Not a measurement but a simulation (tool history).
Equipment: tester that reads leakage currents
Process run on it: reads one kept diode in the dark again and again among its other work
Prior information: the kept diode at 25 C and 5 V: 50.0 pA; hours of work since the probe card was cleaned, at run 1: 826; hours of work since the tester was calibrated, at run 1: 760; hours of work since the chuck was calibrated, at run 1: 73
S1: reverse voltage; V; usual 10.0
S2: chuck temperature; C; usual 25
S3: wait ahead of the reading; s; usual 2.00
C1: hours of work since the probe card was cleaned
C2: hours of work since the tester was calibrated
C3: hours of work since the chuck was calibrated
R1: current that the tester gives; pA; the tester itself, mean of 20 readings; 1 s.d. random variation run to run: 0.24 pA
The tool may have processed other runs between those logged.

run,hour,S1,S2,S3,C1,C2,C3,R1
1,0.0,10.0,25,2.00,826,760,73,82.87
2,35.7,10.0,25,2.00,853,786,99,82.57
3,82.2,10.0,25,2.00,887,821,134,82.84
4,135.1,10.0,25,2.00,927,861,174,83.04
5,173.6,10.0,25,2.00,956,890,203,83.34
6,202.9,10.0,25,2.00,978,912,225,83.20
# hour 208.2: chuck's temperature calibrated
7,237.6,10.0,31,2.00,1002,936,22,125.86
8,293.3,10.0,25,2.00,1044,978,64,82.66
9,329.6,10.0,25,2.00,1071,1005,91,82.78
10,368.7,10.0,25,2.00,1100,1034,120,82.99
11,413.8,10.0,25,2.00,1134,1068,154,82.54
12,441.8,10.0,25,2.00,1155,1089,175,83.27
13,471.1,10.0,60,2.00,1177,1111,197,863.66
# hour 491.5: chuck's temperature calibrated, once more
14,510.1,10.0,60,2.33,1205,1139,14,905.19
15,542.4,10.0,60,2.33,1229,1163,38,902.89
16,567.6,10.0,60,2.33,1248,1182,57,905.70
17,617.2,10.6,25,2.00,1285,1219,94,90.83
18,649.5,18.6,25,2.00,1309,1243,118,131.62
19,697.9,18.6,25,2.00,1345,1279,155,132.60
20,739.7,10.0,25,2.55,1377,1311,186,87.60
21,776.8,2.2,20,6.92,1405,1338,214,23.03

4 options for the next run, each taken on its own from the tool as it stands now. Forecast them:
A,832.8,2.6,36,0.37,1446,1380,256,?
B,832.8,1.5,46,1.71,1446,1380,256,?
C,832.8,20.0,36,3.84,1446,1380,256,?
D,832.8,8.2,20,9.63,1446,1380,256,?

run,R1
A,81.92
B,114.83
C,284.71
D,54.77
The same runs, with their run-to-run variation unchanged, on a tool lacking any hidden condition would have given:
run,R1
A,80.24
B,115.18
C,264.75
D,45.36

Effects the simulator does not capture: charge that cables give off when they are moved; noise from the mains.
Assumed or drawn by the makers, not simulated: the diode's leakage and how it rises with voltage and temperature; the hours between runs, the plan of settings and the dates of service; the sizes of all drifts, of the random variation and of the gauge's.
